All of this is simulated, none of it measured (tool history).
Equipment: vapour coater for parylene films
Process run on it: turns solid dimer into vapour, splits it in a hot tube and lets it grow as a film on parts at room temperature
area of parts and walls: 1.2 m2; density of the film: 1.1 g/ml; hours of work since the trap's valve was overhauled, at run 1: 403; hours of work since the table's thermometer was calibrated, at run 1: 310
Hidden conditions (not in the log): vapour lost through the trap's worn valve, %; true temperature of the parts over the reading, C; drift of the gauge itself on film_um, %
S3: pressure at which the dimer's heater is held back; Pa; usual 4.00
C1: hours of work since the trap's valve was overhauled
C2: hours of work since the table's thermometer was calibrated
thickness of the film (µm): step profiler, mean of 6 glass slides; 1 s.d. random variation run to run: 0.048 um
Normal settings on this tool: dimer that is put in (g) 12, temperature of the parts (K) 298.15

{"run": 1, "day": 0.0, "dimer that is put in (g)": 12, "temperature of the parts (K)": 298.15, "S3": 4.0, "C1": 403, "C2": 310, "thickness of the film (µm)": 4.85}
{"run": 2, "day": 0.683, "dimer that is put in (g)": 12, "temperature of the parts (K)": 298.15, "S3": 4.0, "C1": 413, "C2": 320, "thickness of the film (µm)": 4.88}
{"run": 3, "day": 1.146, "dimer that is put in (g)": 12, "temperature of the parts (K)": 298.15, "S3": 4.0, "C1": 420, "C2": 327, "thickness of the film (µm)": 4.82}
{"run": 4, "day": 2.112, "dimer that is put in (g)": 12, "temperature of the parts (K)": 298.15, "S3": 4.0, "C1": 435, "C2": 341, "thickness of the film (µm)": 4.8}
{"run": 5, "day": 2.812, "dimer that is put in (g)": 12, "temperature of the parts (K)": 298.15, "S3": 4.0, "C1": 445, "C2": 351, "thickness of the film (µm)": 4.86}
{"run": 6, "day": 3.812, "dimer that is put in (g)": 12, "temperature of the parts (K)": 298.15, "S3": 4.0, "C1": 460, "C2": 366, "thickness of the film (µm)": 4.75}
{"run": 7, "day": 4.812, "dimer that is put in (g)": 12, "temperature of the parts (K)": 298.15, "S3": 4.0, "C1": 475, "C2": 381, "thickness of the film (µm)": 4.67}
{"run": 8, "day": 5.342, "dimer that is put in (g)": 12, "temperature of the parts (K)": 298.15, "S3": 4.0, "C1": 483, "C2": 389, "thickness of the film (µm)": 4.7}
{"run": 9, "day": 6.412, "dimer that is put in (g)": 12, "temperature of the parts (K)": 298.15, "S3": 4.0, "C1": 498, "C2": 405, "thickness of the film (µm)": 4.77}
{"run": 10, "day": 7.288, "dimer that is put in (g)": 12, "temperature of the parts (K)": 298.15, "S3": 4.0, "C1": 511, "C2": 418, "thickness of the film (µm)": 4.64}
{"run": 11, "day": 7.75, "dimer that is put in (g)": 12, "temperature of the parts (K)": 298.15, "S3": 4.0, "C1": 518, "C2": 425, "thickness of the film (µm)": 4.67}
{"day": 8.858, "done": "trap's valve overhauled"}
{"run": 12, "day": 8.946, "dimer that is put in (g)": 12, "temperature of the parts (K)": 298.15, "S3": 4.0, "C1": 1, "C2": 440, "thickness of the film (µm)": 5.36}
{"run": 13, "day": 9.662, "dimer that is put in (g)": 12, "temperature of the parts (K)": 298.15, "S3": 4.0, "C1": 12, "C2": 451, "thickness of the film (µm)": 5.43}
{"run": 14, "day": 10.542, "dimer that is put in (g)": 12, "temperature of the parts (K)": 298.15, "S3": 4.0, "C1": 25, "C2": 464, "thickness of the film (µm)": 5.29}
{"run": 15, "day": 11.171, "dimer that is put in (g)": 12, "temperature of the parts (K)": 298.15, "S3": 4.0, "C1": 34, "C2": 473, "thickness of the film (µm)": 5.27}
{"run": 16, "day": 11.65, "dimer that is put in (g)": 12, "temperature of the parts (K)": 298.15, "S3": 7.06, "C1": 41, "C2": 480, "thickness of the film (µm)": 4.99}
{"run": 17, "day": 12.175, "dimer that is put in (g)": 6, "temperature of the parts (K)": 298.15, "S3": 7.06, "C1": 49, "C2": 488, "thickness of the film (µm)": 2.48}
{"run": 18, "day": 12.996, "dimer that is put in (g)": 6, "temperature of the parts (K)": 298.15, "S3": 7.06, "C1": 61, "C2": 500, "thickness of the film (µm)": 2.46}
{"run": 19, "day": 13.562, "dimer that is put in (g)": 6, "temperature of the parts (K)": 298.15, "S3": 7.06, "C1": 70, "C2": 509, "thickness of the film (µm)": 2.46}
{"run": 20, "day": 14.696, "dimer that is put in (g)": 14, "temperature of the parts (K)": 298.15, "S3": 4.0, "C1": 87, "C2": 525, "thickness of the film (µm)": 6.15}
{"run": 21, "day": 15.775, "dimer that is put in (g)": 14, "temperature of the parts (K)": 298.15, "S3": 4.0, "C1": 103, "C2": 541, "thickness of the film (µm)": 6.2}
{"run": 22, "day": 16.558, "dimer that is put in (g)": 14, "temperature of the parts (K)": 298.15, "S3": 4.0, "C1": 114, "C2": 553, "thickness of the film (µm)": 6.13}
{"run": 23, "day": 17.217, "dimer that is put in (g)": 12, "temperature of the parts (K)": 308.15, "S3": 4.0, "C1": 124, "C2": 563, "thickness of the film (µm)": 3.64}
{"run": 24, "day": 17.696, "dimer that is put in (g)": 12, "temperature of the parts (K)": 298.15, "S3": 4.0, "C1": 131, "C2": 570, "thickness of the film (µm)": 5.28}
{"run": 25, "day": 18.383, "dimer that is put in (g)": 5, "temperature of the parts (K)": 300.15, "S3": 3.64, "C1": 142, "C2": 580, "thickness of the film (µm)": 2.0}
{"run": 26, "day": 19.271, "dimer that is put in (g)": 5, "temperature of the parts (K)": 298.15, "S3": 11.43, "C1": 155, "C2": 593, "thickness of the film (µm)": 1.86}
{"run": 27, "day": 19.983, "dimer that is put in (g)": 20, "temperature of the parts (K)": 298.15, "S3": 6.17, "C1": 165, "C2": 604, "thickness of the film (µm)": 8.21}
{"run": 28, "day": 20.571, "dimer that is put in (g)": 20, "temperature of the parts (K)": 298.15, "S3": 6.17, "C1": 174, "C2": 613, "thickness of the film (µm)": 7.99}
{"run": 29, "day": 21.504, "dimer that is put in (g)": 6, "temperature of the parts (K)": 295.15, "S3": 8.72, "C1": 188, "C2": 627, "thickness of the film (µm)": 2.57}
{"run": 30, "day": 22.233, "dimer that is put in (g)": 6, "temperature of the parts (K)": 291.15, "S3": 11.49, "C1": 199, "C2": 637, "thickness of the film (µm)": 2.87}
{"run": 31, "day": 22.712, "dimer that is put in (g)": 6, "temperature of the parts (K)": 291.15, "S3": 11.49, "C1": 206, "C2": 644, "thickness of the film (µm)": 2.9}
{"run": 32, "day": 23.554, "dimer that is put in (g)": 15, "temperature of the parts (K)": 291.15, "S3": 11.49, "C1": 218, "C2": 657, "thickness of the film (µm)": 7.08}
{"run": 33, "day": 24.575, "dimer that is put in (g)": 7, "temperature of the parts (K)": 309.15, "S3": 7.36, "C1": 233, "C2": 672, "thickness of the film (µm)": 1.83}
{"run": 34, "day": 25.296, "dimer that is put in (g)": 7, "temperature of the parts (K)": 309.15, "S3": 7.36, "C1": 244, "C2": 683, "thickness of the film (µm)": 1.84}
{"run": 35, "day": 26.304, "dimer that is put in (g)": 16, "temperature of the parts (K)": 302.15, "S3": 9.51, "C1": 259, "C2": 698, "thickness of the film (µm)": 5.13}
{"run": 36, "day": 26.846, "dimer that is put in (g)": 6, "temperature of the parts (K)": 309.15, "S3": 4.81, "C1": 267, "C2": 706, "thickness of the film (µm)": 1.58}
{"run": 37, "day": 27.671, "dimer that is put in (g)": 13, "temperature of the parts (K)": 301.15, "S3": 2.67, "C1": 279, "C2": 718, "thickness of the film (µm)": 5.11}
{"run": 38, "day": 28.3, "dimer that is put in (g)": 13, "temperature of the parts (K)": 301.15, "S3": 2.67, "C1": 289, "C2": 727, "thickness of the film (µm)": 5.13}
{"run": 39, "day": 29.012, "dimer that is put in (g)": 5, "temperature of the parts (K)": 290.15, "S3": 8.64, "C1": 299, "C2": 738, "thickness of the film (µm)": 2.46}
{"run": 40, "day": 30.054, "dimer that is put in (g)": 10, "temperature of the parts (K)": 293.15, "S3": 4.0, "C1": 315, "C2": 754, "thickness of the film (µm)": 4.94}
{"run": 41, "day": 30.942, "dimer that is put in (g)": 10, "temperature of the parts (K)": 293.15, "S3": 4.0, "C1": 328, "C2": 767, "thickness of the film (µm)": 4.93}
{"run": 42, "day": 31.892, "dimer that is put in (g)": 10, "temperature of the parts (K)": 293.15, "S3": 4.0, "C1": 342, "C2": 781, "thickness of the film (µm)": 4.9}
{"run": 43, "day": 32.854, "dimer that is put in (g)": 9, "temperature of the parts (K)": 300.15, "S3": 2.05, "C1": 356, "C2": 795, "thickness of the film (µm)": 3.73}
{"run": 44, "day": 33.638, "dimer that is put in (g)": 9, "temperature of the parts (K)": 296.15, "S3": 2.78, "C1": 368, "C2": 807, "thickness of the film (µm)": 4.12}
{"run": 45, "day": 34.454, "dimer that is put in (g)": 9, "temperature of the parts (K)": 296.15, "S3": 2.78, "C1": 380, "C2": 819, "thickness of the film (µm)": 4.12}
{"run": 46, "day": 35.429, "dimer that is put in (g)": 7, "temperature of the parts (K)": 304.15, "S3": 7.18, "C1": 395, "C2": 833, "thickness of the film (µm)": 2.05}
{"run": 47, "day": 36.208, "dimer that is put in (g)": 7, "temperature of the parts (K)": 304.15, "S3": 7.18, "C1": 406, "C2": 845, "thickness of the film (µm)": 2.11}
{"run": 48, "day": 36.721, "dimer that is put in (g)": 7, "temperature of the parts (K)": 304.15, "S3": 7.18, "C1": 414, "C2": 853, "thickness of the film (µm)": 2.06}

What if the next run were any one of these 3? Each begins from the tool's condition after run 48:
{"run": "A", "day": 37.233, "dimer that is put in (g)": 12, "temperature of the parts (K)": 298.15, "S3": 5.65, "C1": 422, "C2": 860, "thickness of the film (µm)": "?"}
{"run": "B", "day": 37.233, "dimer that is put in (g)": 15, "temperature of the parts (K)": 304.15, "S3": 7.18, "C1": 422, "C2": 860, "thickness of the film (µm)": "?"}
{"run": "C", "day": 37.233, "dimer that is put in (g)": 7, "temperature of the parts (K)": 300.15, "S3": 7.18, "C1": 422, "C2": 860, "thickness of the film (µm)": "?"}

run=A thickness_of_the_film_(µm)=4.51
run=B thickness_of_the_film_(µm)=4.42
run=C thickness_of_the_film_(µm)=2.37
With the hidden condition removed and each run's random variation left untouched, the same runs would have given:
run=A thickness_of_the_film_(µm)=5.13
run=B thickness_of_the_film_(µm)=5.02
run=C thickness_of_the_film_(µm)=2.69
